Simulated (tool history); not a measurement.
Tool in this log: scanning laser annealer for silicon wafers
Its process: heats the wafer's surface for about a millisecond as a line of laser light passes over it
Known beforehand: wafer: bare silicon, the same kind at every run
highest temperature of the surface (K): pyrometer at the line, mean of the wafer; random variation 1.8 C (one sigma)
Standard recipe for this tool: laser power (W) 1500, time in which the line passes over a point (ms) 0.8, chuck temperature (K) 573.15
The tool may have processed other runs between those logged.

run,hour,laser power (W),time in which the line passes over a point (ms),chuck temperature (K),highest temperature of the surface (K)
1,0,1500,0.8,573.15,1300.15
2,15.2,1500,0.8,573.15,1295.15
3,26,1500,0.8,573.15,1295.15
4,49,1354,0.8,573.15,1213.15
5,63.7,1500,0.8,573.15,1293.15
6,87.4,1401,0.8,573.15,1234.15
7,109.7,1412,0.8,573.15,1239.15
8,132.7,1500,0.8,573.15,1288.15
9,144.5,1500,0.8,573.15,1287.15
10,158.5,1500,0.8,573.15,1286.15
# hour 161.5: window over the wafer cleaned
11,173.7,1500,0.8,573.15,1335.15
# hour 180.4: optics aligned, line set to its width
12,202.3,1500,0.875,573.15,1370.15
13,218.1,1500,0.8,573.15,1332.15
14,233.8,1500,0.8,573.15,1326.15
15,244.6,1500,0.8,573.15,1331.15
16,267.6,1500,0.8,573.15,1327.15
17,285.7,1500,0.8,535.15,1286.15
# hour 295.1: optics aligned, line set to its width, once more
18,305.8,1627,0.8,573.15,1404.15
19,323.9,1627,0.791,573.15,1392.15
20,338.7,1627,0.791,573.15,1394.15
21,358.3,1627,0.791,573.15,1392.15
22,380.6,1500,0.602,589.15,1220.15
23,395.3,1433,0.744,542.15,1220.15
24,411.3,1626,0.903,605.15,1484.15
25,426.9,1626,0.903,549.15,1427.15
26,445.7,1421,0.813,573.15,1275.15
27,459.2,1294,0.813,573.15,1202.15
28,472.1,1500,0.869,587.15,1364.15
29,487.4,1500,0.869,587.15,1363.15
30,511.2,1500,0.869,587.15,1363.15
31,534.5,1624,0.67,556.15,1284.15
32,554.6,1632,0.893,539.15,1401.15
33,579.5,1372,0.577,545.15,1088.15
34,600.5,1449,0.916,545.15,1305.15
35,625.2,1496,0.8,573.15,1298.15
36,635.6,1500,0.8,560.15,1286.15
37,660.8,1500,0.8,571.15,1295.15
38,679.2,1590,0.91,605.15,1437.15
39,698.8,1590,0.91,605.15,1439.15
40,723,1590,0.91,605.15,1435.15

4 options for the next run, each taken on its own from the tool as it stands now. Forecast them:
A,733.2,1650,0.8,584.15,?
B,733.2,1305,0.582,581.15,?
C,733.2,1512,0.857,573.15,?
D,733.2,1401,0.973,595.15,?

run,highest temperature of the surface (K)
A,1388.15
B,1088.15
C,1325.15
D,1338.15
With the hidden condition removed and each run's random variation left untouched, the same runs would have given:
run,highest temperature of the surface (K)
A,1446.15
B,1124.15
C,1379.15
D,1391.15
